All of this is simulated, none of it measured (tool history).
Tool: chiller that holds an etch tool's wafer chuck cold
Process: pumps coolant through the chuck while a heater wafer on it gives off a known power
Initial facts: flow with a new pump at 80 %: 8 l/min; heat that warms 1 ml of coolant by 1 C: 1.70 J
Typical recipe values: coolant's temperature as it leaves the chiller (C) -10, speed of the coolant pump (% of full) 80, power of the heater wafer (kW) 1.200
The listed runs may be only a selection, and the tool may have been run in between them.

| run | hour | coolant's temperature as it leaves the chiller (C) | speed of the coolant pump (% of full) | power of the heater wafer (kW) | chuck's temperature once it has settled (C) | how much warmer the coolant comes back (C) |
|---|---|---|---|---|---|---|
| 1 | 0.0 | -10 | 80 | 1.200 | -0.4 | 5.26 |
| 2 | 175.9 | -10 | 80 | 1.200 | -0.6 | 5.29 |
| 3 | 346.9 | -10 | 80 | 1.200 | -0.4 | 5.29 |
| 4 | 538.5 | -10 | 80 | 1.200 | -0.5 | 5.33 |
| 5 | 685.2 | -10 | 80 | 1.200 | -0.5 | 5.36 |
| 6 | 789.7 | -10 | 97 | 1.200 | -1.9 | 4.36 |
| 7 | 896.7 | -10 | 80 | 1.200 | -0.5 | 5.32 |
|  | 994.4 | coolant changed, channels flushed |
| 8 | 1012.7 | -10 | 80 | 1.200 | -0.4 | 5.32 |
| 9 | 1098.4 | -10 | 80 | 1.200 | -0.6 | 5.34 |
| 10 | 1275.3 | -1 | 80 | 1.200 | 8.5 | 5.30 |
| 11 | 1394.6 | -1 | 80 | 1.200 | 8.5 | 5.32 |
| 12 | 1564.9 | -1 | 73 | 0.878 | 6.5 | 4.26 |

Predict the results of run 13:
| 13 | 1700.7 | -1 | 73 | 0.878 | ? | ? |

chuck's temperature once it has settled (C): 6.6
how much warmer the coolant comes back (C): 4.23
If the tool had no hidden condition, the same run with the same run-to-run variation would have returned chuck's temperature once it has settled (C) 6.5, how much warmer the coolant comes back (C) 4.22.

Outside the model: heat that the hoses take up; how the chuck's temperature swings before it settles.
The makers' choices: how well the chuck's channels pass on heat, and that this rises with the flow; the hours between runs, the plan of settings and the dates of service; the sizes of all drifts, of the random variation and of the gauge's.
